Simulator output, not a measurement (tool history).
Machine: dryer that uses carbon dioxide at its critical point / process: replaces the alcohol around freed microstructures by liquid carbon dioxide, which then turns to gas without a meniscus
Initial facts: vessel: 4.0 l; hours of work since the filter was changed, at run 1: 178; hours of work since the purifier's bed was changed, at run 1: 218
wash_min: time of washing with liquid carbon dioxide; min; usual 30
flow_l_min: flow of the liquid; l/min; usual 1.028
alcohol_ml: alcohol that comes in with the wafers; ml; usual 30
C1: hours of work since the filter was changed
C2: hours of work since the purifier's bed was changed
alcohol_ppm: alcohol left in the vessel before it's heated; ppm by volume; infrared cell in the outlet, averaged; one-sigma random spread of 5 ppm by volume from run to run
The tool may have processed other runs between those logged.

{"run": 1, "day": 0.0, "wash_min": 30, "flow_l_min": 1.028, "alcohol_ml": 30, "C1": 178, "C2": 218, "alcohol_ppm": 61}
{"day": 0.354, "done": "inlet filter changed"}
{"run": 2, "day": 0.733, "wash_min": 30, "flow_l_min": 1.028, "alcohol_ml": 30, "C1": 3, "C2": 223, "alcohol_ppm": 54}
{"run": 3, "day": 1.833, "wash_min": 30, "flow_l_min": 1.028, "alcohol_ml": 30, "C1": 11, "C2": 232, "alcohol_ppm": 66}
{"run": 4, "day": 2.704, "wash_min": 30, "flow_l_min": 1.028, "alcohol_ml": 30, "C1": 17, "C2": 238, "alcohol_ppm": 66}
{"run": 5, "day": 3.192, "wash_min": 30, "flow_l_min": 1.028, "alcohol_ml": 30, "C1": 21, "C2": 242, "alcohol_ppm": 59}
{"run": 6, "day": 3.696, "wash_min": 30, "flow_l_min": 1.028, "alcohol_ml": 30, "C1": 25, "C2": 245, "alcohol_ppm": 55}
{"run": 7, "day": 4.204, "wash_min": 30, "flow_l_min": 1.028, "alcohol_ml": 37, "C1": 28, "C2": 249, "alcohol_ppm": 73}
{"run": 8, "day": 5.083, "wash_min": 47, "flow_l_min": 1.028, "alcohol_ml": 37, "C1": 35, "C2": 256, "alcohol_ppm": 45}
{"run": 9, "day": 6.1, "wash_min": 47, "flow_l_min": 1.028, "alcohol_ml": 37, "C1": 43, "C2": 263, "alcohol_ppm": 55}
{"run": 10, "day": 7.133, "wash_min": 30, "flow_l_min": 1.028, "alcohol_ml": 30, "C1": 50, "C2": 271, "alcohol_ppm": 61}
{"run": 11, "day": 8.167, "wash_min": 30, "flow_l_min": 0.64, "alcohol_ml": 49, "C1": 58, "C2": 278, "alcohol_ppm": 315}
{"run": 12, "day": 8.825, "wash_min": 28, "flow_l_min": 1.028, "alcohol_ml": 41, "C1": 63, "C2": 283, "alcohol_ppm": 84}
{"run": 13, "day": 9.408, "wash_min": 40, "flow_l_min": 1.028, "alcohol_ml": 62, "C1": 67, "C2": 288, "alcohol_ppm": 56}
{"run": 14, "day": 10.104, "wash_min": 40, "flow_l_min": 1.028, "alcohol_ml": 62, "C1": 72, "C2": 293, "alcohol_ppm": 55}
{"run": 15, "day": 11.025, "wash_min": 40, "flow_l_min": 1.028, "alcohol_ml": 62, "C1": 79, "C2": 299, "alcohol_ppm": 56}
{"run": 16, "day": 11.925, "wash_min": 40, "flow_l_min": 1.028, "alcohol_ml": 62, "C1": 86, "C2": 306, "alcohol_ppm": 56}
{"run": 17, "day": 13.062, "wash_min": 47, "flow_l_min": 0.76, "alcohol_ml": 101, "C1": 94, "C2": 315, "alcohol_ppm": 78}
{"run": 18, "day": 13.608, "wash_min": 43, "flow_l_min": 0.71, "alcohol_ml": 41, "C1": 98, "C2": 319, "alcohol_ppm": 78}
{"run": 19, "day": 14.408, "wash_min": 40, "flow_l_min": 0.64, "alcohol_ml": 21, "C1": 104, "C2": 325, "alcohol_ppm": 89}
{"run": 20, "day": 15.204, "wash_min": 40, "flow_l_min": 0.64, "alcohol_ml": 30, "C1": 110, "C2": 330, "alcohol_ppm": 106}

For some of the steps in alcohol_ppm from one run to the next: how much would appear even if the tool had no hidden state, given the settings, what came in and random variation, and how much remains for the hidden state plus any gauge scatter that the measured result and the result without hidden state don't share?
Unlogged tool condition in this case: flow that reaches the vessel past the clogged filter, %; alcohol in the recycled carbon dioxide, ppm; drift of the gauge itself on alcohol_ppm, %.
Run 10 -> 11: flow_l_min 1.028 -> 0.64, alcohol_ml 30 -> 49. alcohol_ppm +254 ppm by volume: hidden state +28, all else +226.
Run 11 -> 12: wash_min 30 -> 28, flow_l_min 0.64 -> 1.028, alcohol_ml 49 -> 41. alcohol_ppm -231 ppm by volume: hidden state -22, all else -209.

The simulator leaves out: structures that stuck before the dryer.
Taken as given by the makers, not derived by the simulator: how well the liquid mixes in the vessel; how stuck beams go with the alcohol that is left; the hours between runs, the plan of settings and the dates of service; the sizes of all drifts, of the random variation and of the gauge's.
